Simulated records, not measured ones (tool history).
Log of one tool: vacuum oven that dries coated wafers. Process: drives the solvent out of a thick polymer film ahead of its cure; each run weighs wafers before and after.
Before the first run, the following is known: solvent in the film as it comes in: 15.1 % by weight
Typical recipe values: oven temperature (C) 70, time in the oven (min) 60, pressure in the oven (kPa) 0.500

{"run": 1, "day": 0.0, "oven temperature (C)": 70, "time in the oven (min)": 60, "pressure in the oven (kPa)": 0.5, "solvent left in the film (%)": 2.03}
{"run": 2, "day": 0.946, "oven temperature (C)": 70, "time in the oven (min)": 60, "pressure in the oven (kPa)": 0.5, "solvent left in the film (%)": 2.04}
{"run": 3, "day": 1.842, "oven temperature (C)": 70, "time in the oven (min)": 60, "pressure in the oven (kPa)": 0.5, "solvent left in the film (%)": 2.04}
{"run": 4, "day": 2.9, "oven temperature (C)": 70, "time in the oven (min)": 60, "pressure in the oven (kPa)": 0.5, "solvent left in the film (%)": 2.1}
{"run": 5, "day": 4.121, "oven temperature (C)": 70, "time in the oven (min)": 60, "pressure in the oven (kPa)": 0.5, "solvent left in the film (%)": 2.11}
{"run": 6, "day": 4.671, "oven temperature (C)": 70, "time in the oven (min)": 60, "pressure in the oven (kPa)": 0.5, "solvent left in the film (%)": 2.01}
{"run": 7, "day": 5.325, "oven temperature (C)": 70, "time in the oven (min)": 60, "pressure in the oven (kPa)": 0.5, "solvent left in the film (%)": 2.07}
{"run": 8, "day": 6.2, "oven temperature (C)": 70, "time in the oven (min)": 60, "pressure in the oven (kPa)": 0.5, "solvent left in the film (%)": 2.06}
{"run": 9, "day": 6.912, "oven temperature (C)": 70, "time in the oven (min)": 60, "pressure in the oven (kPa)": 0.5, "solvent left in the film (%)": 2.04}
{"run": 10, "day": 7.75, "oven temperature (C)": 70, "time in the oven (min)": 60, "pressure in the oven (kPa)": 0.5, "solvent left in the film (%)": 2.08}
{"run": 11, "day": 8.446, "oven temperature (C)": 70, "time in the oven (min)": 60, "pressure in the oven (kPa)": 0.5, "solvent left in the film (%)": 2.02}
{"run": 12, "day": 9.429, "oven temperature (C)": 70, "time in the oven (min)": 32, "pressure in the oven (kPa)": 0.5, "solvent left in the film (%)": 4.39}
{"run": 13, "day": 10.312, "oven temperature (C)": 70, "time in the oven (min)": 32, "pressure in the oven (kPa)": 0.5, "solvent left in the film (%)": 4.26}
{"run": 14, "day": 11.371, "oven temperature (C)": 70, "time in the oven (min)": 32, "pressure in the oven (kPa)": 0.5, "solvent left in the film (%)": 4.35}
{"run": 15, "day": 12.662, "oven temperature (C)": 70, "time in the oven (min)": 32, "pressure in the oven (kPa)": 0.5, "solvent left in the film (%)": 4.38}
{"day": 12.829, "done": "oven's thermocouples calibrated"}
{"run": 16, "day": 13.692, "oven temperature (C)": 70, "time in the oven (min)": 32, "pressure in the oven (kPa)": 0.5, "solvent left in the film (%)": 4.27}
{"run": 17, "day": 14.479, "oven temperature (C)": 70, "time in the oven (min)": 32, "pressure in the oven (kPa)": 0.5, "solvent left in the film (%)": 4.17}
{"run": 18, "day": 15.329, "oven temperature (C)": 70, "time in the oven (min)": 32, "pressure in the oven (kPa)": 0.5, "solvent left in the film (%)": 4.23}
{"run": 19, "day": 15.854, "oven temperature (C)": 70, "time in the oven (min)": 32, "pressure in the oven (kPa)": 0.5, "solvent left in the film (%)": 4.22}
{"run": 20, "day": 16.812, "oven temperature (C)": 57, "time in the oven (min)": 58, "pressure in the oven (kPa)": 1.749, "solvent left in the film (%)": 7.18}
{"run": 21, "day": 17.588, "oven temperature (C)": 57, "time in the oven (min)": 53, "pressure in the oven (kPa)": 1.749, "solvent left in the film (%)": 7.44}
{"day": 18.367, "done": "oven's thermocouples calibrated, once more"}
{"run": 22, "day": 18.879, "oven temperature (C)": 57, "time in the oven (min)": 53, "pressure in the oven (kPa)": 1.749, "solvent left in the film (%)": 8.05}
{"run": 23, "day": 20.029, "oven temperature (C)": 56, "time in the oven (min)": 41, "pressure in the oven (kPa)": 0.534, "solvent left in the film (%)": 7.61}
{"run": 24, "day": 20.892, "oven temperature (C)": 60, "time in the oven (min)": 68, "pressure in the oven (kPa)": 0.534, "solvent left in the film (%)": 4.43}
{"run": 25, "day": 21.492, "oven temperature (C)": 85, "time in the oven (min)": 70, "pressure in the oven (kPa)": 0.57, "solvent left in the film (%)": 0.54}
{"run": 26, "day": 22.192, "oven temperature (C)": 83, "time in the oven (min)": 98, "pressure in the oven (kPa)": 0.5, "solvent left in the film (%)": 0.49}
{"run": 27, "day": 22.958, "oven temperature (C)": 83, "time in the oven (min)": 98, "pressure in the oven (kPa)": 0.5, "solvent left in the film (%)": 0.48}
{"run": 28, "day": 24.067, "oven temperature (C)": 67, "time in the oven (min)": 88, "pressure in the oven (kPa)": 0.311, "solvent left in the film (%)": 1.59}
{"run": 29, "day": 24.779, "oven temperature (C)": 67, "time in the oven (min)": 33, "pressure in the oven (kPa)": 0.286, "solvent left in the film (%)": 5.17}
{"run": 30, "day": 26.067, "oven temperature (C)": 76, "time in the oven (min)": 48, "pressure in the oven (kPa)": 1.51, "solvent left in the film (%)": 2.72}
{"run": 31, "day": 26.812, "oven temperature (C)": 83, "time in the oven (min)": 99, "pressure in the oven (kPa)": 0.503, "solvent left in the film (%)": 0.54}
{"run": 32, "day": 27.538, "oven temperature (C)": 74, "time in the oven (min)": 99, "pressure in the oven (kPa)": 1.379, "solvent left in the film (%)": 1.93}
{"run": 33, "day": 28.292, "oven temperature (C)": 74, "time in the oven (min)": 99, "pressure in the oven (kPa)": 1.379, "solvent left in the film (%)": 1.83}
{"run": 34, "day": 28.892, "oven temperature (C)": 67, "time in the oven (min)": 53, "pressure in the oven (kPa)": 0.558, "solvent left in the film (%)": 3.47}

Forecast each of these 5 alternatives for the next run:
{"run": "A", "day": 29.596, "oven temperature (C)": 70, "time in the oven (min)": 63, "pressure in the oven (kPa)": 0.5, "solvent left in the film (%)": "?"}
{"run": "B", "day": 29.596, "oven temperature (C)": 67, "time in the oven (min)": 50, "pressure in the oven (kPa)": 0.558, "solvent left in the film (%)": "?"}
{"run": "C", "day": 29.596, "oven temperature (C)": 80, "time in the oven (min)": 47, "pressure in the oven (kPa)": 0.484, "solvent left in the film (%)": "?"}
{"run": "D", "day": 29.596, "oven temperature (C)": 70, "time in the oven (min)": 60, "pressure in the oven (kPa)": 1.096, "solvent left in the film (%)": "?"}
{"run": "E", "day": 29.596, "oven temperature (C)": 67, "time in the oven (min)": 60, "pressure in the oven (kPa)": 0.5, "solvent left in the film (%)": "?"}

run=A solvent_left_in_the_film_(%)=2.21
run=B solvent_left_in_the_film_(%)=3.81
run=C solvent_left_in_the_film_(%)=1.25
run=D solvent_left_in_the_film_(%)=3.05
run=E solvent_left_in_the_film_(%)=2.99
What these runs would have given with no unlogged condition in the tool:
run=A solvent_left_in_the_film_(%)=1.92
run=B solvent_left_in_the_film_(%)=3.52
run=C solvent_left_in_the_film_(%)=1.05
run=D solvent_left_in_the_film_(%)=2.77
run=E solvent_left_in_the_film_(%)=2.68

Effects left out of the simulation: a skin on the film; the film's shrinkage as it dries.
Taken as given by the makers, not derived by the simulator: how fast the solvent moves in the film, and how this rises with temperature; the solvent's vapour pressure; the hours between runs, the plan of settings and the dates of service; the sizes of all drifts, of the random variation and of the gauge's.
